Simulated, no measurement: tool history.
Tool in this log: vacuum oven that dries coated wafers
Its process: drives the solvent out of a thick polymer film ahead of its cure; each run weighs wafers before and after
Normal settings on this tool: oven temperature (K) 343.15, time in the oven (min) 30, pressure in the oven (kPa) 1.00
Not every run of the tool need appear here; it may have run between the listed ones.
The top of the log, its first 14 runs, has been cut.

| run | day | oven temperature (K) | time in the oven (min) | pressure in the oven (kPa) | hours of work since the thermocouples were calibrated | hours of work since the vacuum gauge was cleaned of residue | solvent left in the film (%) |
|---|---|---|---|---|---|---|---|
| 15 | 25.938 | 343.15 | 15 | 1.00 | 116 | 207 | 6.99 |
| 16 | 28.004 | 343.15 | 37 | 1.00 | 154 | 244 | 1.93 |
| 17 | 29.200 | 343.15 | 37 | 1.00 | 176 | 266 | 1.94 |
| 18 | 30.383 | 334.15 | 17 | 0.66 | 198 | 288 | 9.95 |
| 19 | 33.100 | 334.15 | 17 | 0.66 | 247 | 337 | 9.90 |
| 20 | 34.962 | 331.15 | 46 | 0.79 | 281 | 371 | 4.88 |
| 21 | 36.646 | 331.15 | 46 | 2.18 | 312 | 402 | 5.84 |
| 22 | 38.204 | 331.15 | 44 | 2.18 | 340 | 431 | 6.09 |
| 23 | 39.512 | 338.15 | 30 | 3.66 | 364 | 454 | 6.03 |
| 24 | 42.117 | 338.15 | 21 | 0.54 | 412 | 502 | 6.65 |
| 25 | 43.546 | 348.15 | 30 | 0.69 | 438 | 528 | 1.37 |
| 26 | 45.488 | 348.15 | 30 | 0.69 | 473 | 563 | 1.35 |
| 27 | 47.171 | 332.15 | 24 | 2.17 | 504 | 594 | 9.30 |
| 28 | 49.638 | 350.15 | 29 | 3.35 | 549 | 639 | 2.08 |
| 29 | 51.667 | 343.15 | 30 | 1.35 | 586 | 676 | 2.89 |
| 30 | 53.738 | 343.15 | 17 | 0.89 | 624 | 714 | 5.97 |
| 31 | 55.433 | 348.15 | 30 | 0.69 | 654 | 745 | 1.34 |
| 32 | 58.167 | 348.15 | 30 | 0.69 | 704 | 795 | 1.36 |
| 33 | 59.604 | 345.15 | 22 | 2.17 | 731 | 821 | 4.10 |
| 34 | 62.096 | 345.15 | 21 | 3.02 | 776 | 866 | 4.67 |

5 options for the next run, each taken on its own from the tool as it stands now. Forecast them:
| A | 64.525 | 349.15 | 29 | 0.55 | 820 | 911 | ? |
| B | 64.525 | 342.15 | 30 | 3.14 | 820 | 911 | ? |
| C | 64.525 | 343.15 | 21 | 2.30 | 820 | 911 | ? |
| D | 64.525 | 338.15 | 17 | 1.83 | 820 | 911 | ? |
| E | 64.525 | 343.15 | 44 | 1.00 | 820 | 911 | ? |

| run | solvent left in the film (%) |
|---|---|
| A | 1.23 |
| B | 4.02 |
| C | 5.16 |
| D | 8.57 |
| E | 1.41 |
With the hidden condition removed and each run's random variation left untouched, the same runs would have given:
| run | solvent left in the film (%) |
|---|---|
| A | 1.35 |
| B | 4.30 |
| C | 5.51 |
| D | 8.95 |
| E | 1.52 |

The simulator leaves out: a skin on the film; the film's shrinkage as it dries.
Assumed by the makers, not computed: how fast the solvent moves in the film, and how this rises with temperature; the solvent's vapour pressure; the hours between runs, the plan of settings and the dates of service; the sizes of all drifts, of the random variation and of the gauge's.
